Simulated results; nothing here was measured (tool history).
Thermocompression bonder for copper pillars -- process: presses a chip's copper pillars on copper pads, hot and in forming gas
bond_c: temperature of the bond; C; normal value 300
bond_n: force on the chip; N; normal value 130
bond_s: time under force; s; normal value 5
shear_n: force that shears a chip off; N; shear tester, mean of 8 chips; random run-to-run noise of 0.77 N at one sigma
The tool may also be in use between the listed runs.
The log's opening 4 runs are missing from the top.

run	hour	bond_c	bond_n	bond_s	hours of work since the heater was calibrated	hours of work since the force cell was calibrated	hours of work since the gas filter was changed	shear_n
5	36.2	282	130	5	403	294	243	42.6
6	48.9	300	191	5	412	302	252	74
7	56.7	300	191	5	418	308	258	74.6
8	68.5	300	191	5	426	316	266	74.5
9	75.2	300	130	5	431	321	271	50.7
10	86.6	320	130	5	439	329	279	57.5
11	93.9	300	130	3	444	334	284	40.6
12	104.1	300	130	5	451	341	291	49.3
# hour 106.8: force cell calibrated
13	112.3	300	130	5	456	4	296	47.5
14	118.5	300	130	5	460	8	300	47.1
15	128.4	300	130	5	467	15	307	48.2
16	137.5	300	130	7	474	22	314	54.3
17	147.1	300	113	5	480	28	320	41.5
# hour 154.9: force cell calibrated, once more
18	157.4	300	113	5	487	2	327	44.1
19	166.4	300	113	5	493	8	333	45.2
20	173.3	300	130	5	498	13	338	50.2
21	182.4	300	168	5	504	19	344	66.3
22	192.2	286	109	8	511	26	351	43.4
23	200.8	286	109	8	517	32	357	44.8
24	209.5	323	130	5	523	39	363	61.9
25	221	319	130	5	532	47	372	59.2

For run 26, what comes out?
26	227.2	319	130	5	536	51	376	?

{"run 26": {"shear_n": 59.4}}
Without the tool's hidden state the same run would have given shear_n 67.7 N.
